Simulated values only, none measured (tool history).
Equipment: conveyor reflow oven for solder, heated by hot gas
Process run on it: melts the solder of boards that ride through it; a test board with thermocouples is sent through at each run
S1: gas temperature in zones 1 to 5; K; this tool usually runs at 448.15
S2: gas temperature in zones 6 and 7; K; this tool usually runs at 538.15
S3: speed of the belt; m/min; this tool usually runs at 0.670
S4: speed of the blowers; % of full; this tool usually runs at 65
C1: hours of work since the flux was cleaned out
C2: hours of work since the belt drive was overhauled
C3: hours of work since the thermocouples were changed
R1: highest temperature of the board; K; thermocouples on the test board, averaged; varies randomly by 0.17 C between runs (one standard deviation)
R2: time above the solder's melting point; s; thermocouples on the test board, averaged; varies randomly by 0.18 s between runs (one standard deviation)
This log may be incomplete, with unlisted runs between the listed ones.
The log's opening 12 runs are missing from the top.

| run | day | S1 | S2 | S3 | S4 | C1 | C2 | C3 | R1 | R2 |
|---|---|---|---|---|---|---|---|---|---|---|
| 13 | 23.675 | 448.15 | 538.15 | 0.740 | 70 | 29 | 417 | 904 | 524.85 | 49.0 |
| 14 | 24.846 | 448.15 | 538.15 | 0.670 | 60 | 46 | 433 | 921 | 525.35 | 54.7 |
| 15 | 26.992 | 448.15 | 538.15 | 0.670 | 65 | 76 | 464 | 951 | 526.35 | 55.8 |
| 16 | 29.462 | 448.15 | 538.15 | 0.670 | 65 | 111 | 499 | 986 | 526.45 | 55.5 |
| 17 | 30.783 | 451.15 | 538.15 | 0.631 | 78 | 130 | 517 | 1005 | 530.05 | 63.4 |
| 18 | 32.492 | 456.15 | 526.15 | 0.702 | 65 | 154 | 542 | 1029 | 516.05 | 48.3 |
| 19 | 35.117 | 461.15 | 526.15 | 0.783 | 65 | 191 | 579 | 1066 | 514.15 | 43.4 |
| 20 | 36.483 | 461.15 | 526.15 | 0.783 | 65 | 211 | 598 | 1086 | 513.95 | 43.0 |
| 21 | 38.288 | 442.15 | 535.15 | 0.780 | 69 | 236 | 624 | 1111 | 519.35 | 40.9 |
| 22 | 40.488 | 452.15 | 535.15 | 0.657 | 61 | 267 | 655 | 1143 | 523.95 | 56.7 |
|  | 41.075 | thermocouples of zones 6 and 7 changed |
| 23 | 42.362 | 450.15 | 543.15 | 0.783 | 65 | 293 | 680 | 18 | 526.65 | 47.4 |
| 24 | 43.550 | 450.15 | 530.15 | 0.783 | 65 | 310 | 697 | 35 | 515.25 | 39.8 |
| 25 | 44.962 | 435.15 | 543.15 | 0.733 | 52 | 330 | 717 | 55 | 522.25 | 42.7 |
| 26 | 47.458 | 435.15 | 543.15 | 0.726 | 52 | 365 | 752 | 90 | 522.45 | 43.5 |
| 27 | 48.867 | 435.15 | 543.15 | 0.726 | 52 | 385 | 772 | 110 | 522.65 | 43.6 |
|  | 49.212 | flux residue cleaned out of gas plates and filters |
|  | 51.517 | belt drive overhauled, speed set with a stopwatch |
| 28 | 51.625 | 435.15 | 543.15 | 0.726 | 52 | 32 | 2 | 144 | 522.55 | 43.6 |
| 29 | 54.054 | 435.15 | 543.15 | 0.726 | 52 | 66 | 36 | 179 | 522.35 | 43.7 |
| 30 | 56.625 | 450.15 | 548.15 | 0.661 | 52 | 103 | 72 | 215 | 533.05 | 60.1 |

What if the next run were any one of these 4? Each begins from the tool's condition after run 30:
| A | 58.600 | 448.15 | 538.15 | 0.646 | 65 | 131 | 100 | 243 | ? | ? |
| B | 58.600 | 448.15 | 538.15 | 0.670 | 89 | 131 | 100 | 243 | ? | ? |
| C | 58.600 | 450.15 | 548.15 | 0.661 | 51 | 131 | 100 | 243 | ? | ? |
| D | 58.600 | 450.15 | 548.15 | 0.768 | 52 | 131 | 100 | 243 | ? | ? |

| run | R1 | R2 |
|---|---|---|
| A | 527.35 | 58.5 |
| B | 529.75 | 58.7 |
| C | 532.45 | 59.9 |
| D | 527.75 | 48.3 |
Without the tool's unlogged condition, the same runs would have read:
| run | R1 | R2 |
|---|---|---|
| A | 527.35 | 58.5 |
| B | 529.75 | 58.7 |
| C | 532.45 | 59.9 |
| D | 527.75 | 48.3 |
